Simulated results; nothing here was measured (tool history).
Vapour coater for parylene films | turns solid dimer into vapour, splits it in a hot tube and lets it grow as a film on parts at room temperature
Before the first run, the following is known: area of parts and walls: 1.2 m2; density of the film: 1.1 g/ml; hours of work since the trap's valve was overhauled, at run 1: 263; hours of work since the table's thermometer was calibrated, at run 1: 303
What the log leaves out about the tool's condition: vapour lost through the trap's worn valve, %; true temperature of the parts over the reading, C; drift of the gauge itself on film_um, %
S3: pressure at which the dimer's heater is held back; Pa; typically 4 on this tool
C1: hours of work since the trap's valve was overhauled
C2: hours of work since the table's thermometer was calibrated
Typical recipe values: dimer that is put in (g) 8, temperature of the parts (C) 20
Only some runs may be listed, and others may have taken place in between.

run 1 day=0 | dimer_that_is_put_in_(g)=8 temperature_of_the_parts_(C)=20 S3=4 | C1=263 C2=303 | thickness_of_the_film_(um)=3.7
run 2 day=0.35 | dimer_that_is_put_in_(g)=8 temperature_of_the_parts_(C)=20 S3=4 | C1=268 C2=308 | thickness_of_the_film_(um)=3.68
-- day=0.638 trap's valve overhauled
run 3 day=1.075 | dimer_that_is_put_in_(g)=4 temperature_of_the_parts_(C)=20 S3=4 | C1=6 C2=315 | thickness_of_the_film_(um)=2.1
run 4 day=1.55 | dimer_that_is_put_in_(g)=4 temperature_of_the_parts_(C)=20 S3=4 | C1=12 C2=321 | thickness_of_the_film_(um)=2.07
run 5 day=2.125 | dimer_that_is_put_in_(g)=4 temperature_of_the_parts_(C)=20 S3=4 | C1=20 C2=329 | thickness_of_the_film_(um)=2.08
run 6 day=2.454 | dimer_that_is_put_in_(g)=12 temperature_of_the_parts_(C)=14 S3=9.56 | C1=24 C2=333 | thickness_of_the_film_(um)=7.28
run 7 day=2.892 | dimer_that_is_put_in_(g)=6 temperature_of_the_parts_(C)=12 S3=4 | C1=30 C2=339 | thickness_of_the_film_(um)=4.34
-- day=2.979 table's thermometer calibrated
run 8 day=3.3 | dimer_that_is_put_in_(g)=6 temperature_of_the_parts_(C)=12 S3=4.7 | C1=35 C2=4 | thickness_of_the_film_(um)=4.4
run 9 day=3.95 | dimer_that_is_put_in_(g)=4 temperature_of_the_parts_(C)=12 S3=4.7 | C1=43 C2=13 | thickness_of_the_film_(um)=2.88
run 10 day=4.388 | dimer_that_is_put_in_(g)=7 temperature_of_the_parts_(C)=21 S3=5.13 | C1=49 C2=19 | thickness_of_the_film_(um)=3.25

Below are 3 alternative next runs, each starting from the tool's condition after run 10. Predict each:
-- day=5.071 table's thermometer calibrated, once more
run A day=5.071 | dimer_that_is_put_in_(g)=7 temperature_of_the_parts_(C)=24 S3=5.13 | C1=58 C2=0 | thickness_of_the_film_(um)=?
-- day=5.071 table's thermometer calibrated, once more
run B day=5.071 | dimer_that_is_put_in_(g)=8 temperature_of_the_parts_(C)=19 S3=4 | C1=58 C2=0 | thickness_of_the_film_(um)=?
-- day=5.071 table's thermometer calibrated, once more
run C day=5.071 | dimer_that_is_put_in_(g)=4 temperature_of_the_parts_(C)=18 S3=5.13 | C1=58 C2=0 | thickness_of_the_film_(um)=?

run=A thickness_of_the_film_(um)=2.83
run=B thickness_of_the_film_(um)=4.28
run=C thickness_of_the_film_(um)=2.14
Without the tool's unlogged condition, the same runs would have read:
run=A thickness_of_the_film_(um)=2.94
run=B thickness_of_the_film_(um)=4.46
run=C thickness_of_the_film_(um)=2.23
